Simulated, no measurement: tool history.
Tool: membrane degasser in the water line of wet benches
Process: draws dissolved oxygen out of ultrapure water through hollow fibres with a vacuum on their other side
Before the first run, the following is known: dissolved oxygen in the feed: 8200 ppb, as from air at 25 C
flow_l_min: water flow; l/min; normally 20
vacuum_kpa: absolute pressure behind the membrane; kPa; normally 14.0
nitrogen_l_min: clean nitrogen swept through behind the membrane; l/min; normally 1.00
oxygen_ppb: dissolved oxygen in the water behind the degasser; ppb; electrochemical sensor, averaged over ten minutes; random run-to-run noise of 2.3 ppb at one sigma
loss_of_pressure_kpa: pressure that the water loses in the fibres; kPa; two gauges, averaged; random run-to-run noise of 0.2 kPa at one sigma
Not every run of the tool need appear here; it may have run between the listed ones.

run    hour  flow_l_min  vacuum_kpa  nitrogen_l_min  oxygen_ppb  loss_of_pressure_kpa
  1     0.0          20        14.0            1.00       463.4                 46.40
  2    38.4          20        14.0            1.00       460.4                 46.48
  3    64.4          20        14.0            1.00       468.0                 46.67
  4   124.9          16        14.0            1.00       382.9                 36.98
  5   184.3          16        14.0            1.00       383.1                 37.25
  6   244.7          16        14.0            1.00       379.6                 37.00
  7   302.6          20        14.0            1.00       468.3                 46.15
  8   362.8          20        14.0            1.00       464.5                 46.20
  9   388.2          20        14.0            1.00       464.5                 46.50
 10   448.2          20        14.0            1.00       467.9                 46.63
 11   481.0          20        14.0            1.00       466.3                 46.52
 12   530.9          16        14.0            1.00       383.6                 37.32
 13   556.4          16        14.0            1.00       387.2                 37.62
 14   618.4          13        14.0            1.00       322.9                 30.19
 15   666.9          20         9.4            1.00       279.5                 46.23
 16   692.5          20         9.4            1.00       278.7                 46.89
 17   751.8          20         9.4            1.00       279.1                 46.68
 18   803.9          14        32.4            2.97       327.2                 32.49
 19   850.4          20        13.1            0.83       504.4                 46.38
 20   912.9          20        14.0            0.87       529.3                 46.66
 21   964.7          18        23.1            1.00       760.5                 41.92
 22  1004.2          14        15.6            1.00       389.7                 32.78
 23  1037.1          13        12.1            2.03       139.9                 29.99
 24  1081.5          21        25.6            0.64      1350.3                 48.46
 25  1122.5          21        25.6            0.64      1360.5                 48.68
 26  1164.6          21        25.6            0.64      1358.3                 48.87
 27  1216.4          31        18.1            1.25       774.4                 72.09
 28  1255.1          13        19.1            1.00       469.5                 30.04
 29  1281.0          15        19.1            1.00       532.0                 34.68
 30  1324.9          29        10.9            1.00       478.6                 67.64
 31  1356.8          13        31.5            1.00       797.6                 30.24

Subtracting, for every run, the result it would have given without the tool's unlogged condition from the measured result gives the following. The same run-to-run variation enters both numbers; the gauge's scatter may not:
Unlogged tool condition in this case: membrane still open, %; true pressure behind the membrane over the reading, kPa; air that leaks in behind the membrane, l/min; drift of the gauge itself on oxygen_ppb, %; drift of the gauge itself on loss_of_pressure_kpa, %.
run  oxygen_ppb
  1        +0.3
  2        +0.6
  3        +0.9
  4        +1.2
  5        +1.6
  6        +2.0
  7        +3.0
  8        +3.4
  9        +3.7
 10        +4.1
 11        +4.4
 12        +4.0
 13        +4.2
 14        +3.9
 15        +3.8
 16        +3.8
 17        +4.2
 18        +5.0
 19        +8.1
 20        +9.1
 21       +13.6
 22        +7.4
 23        +2.7
 24       +26.7
 25       +27.9
 26       +28.8
 27       +17.2
 28       +11.0
 29       +12.6
 30       +11.8
 31       +19.9
loss_of_pressure_kpa: within 0.02 kPa of the measured result in every run.

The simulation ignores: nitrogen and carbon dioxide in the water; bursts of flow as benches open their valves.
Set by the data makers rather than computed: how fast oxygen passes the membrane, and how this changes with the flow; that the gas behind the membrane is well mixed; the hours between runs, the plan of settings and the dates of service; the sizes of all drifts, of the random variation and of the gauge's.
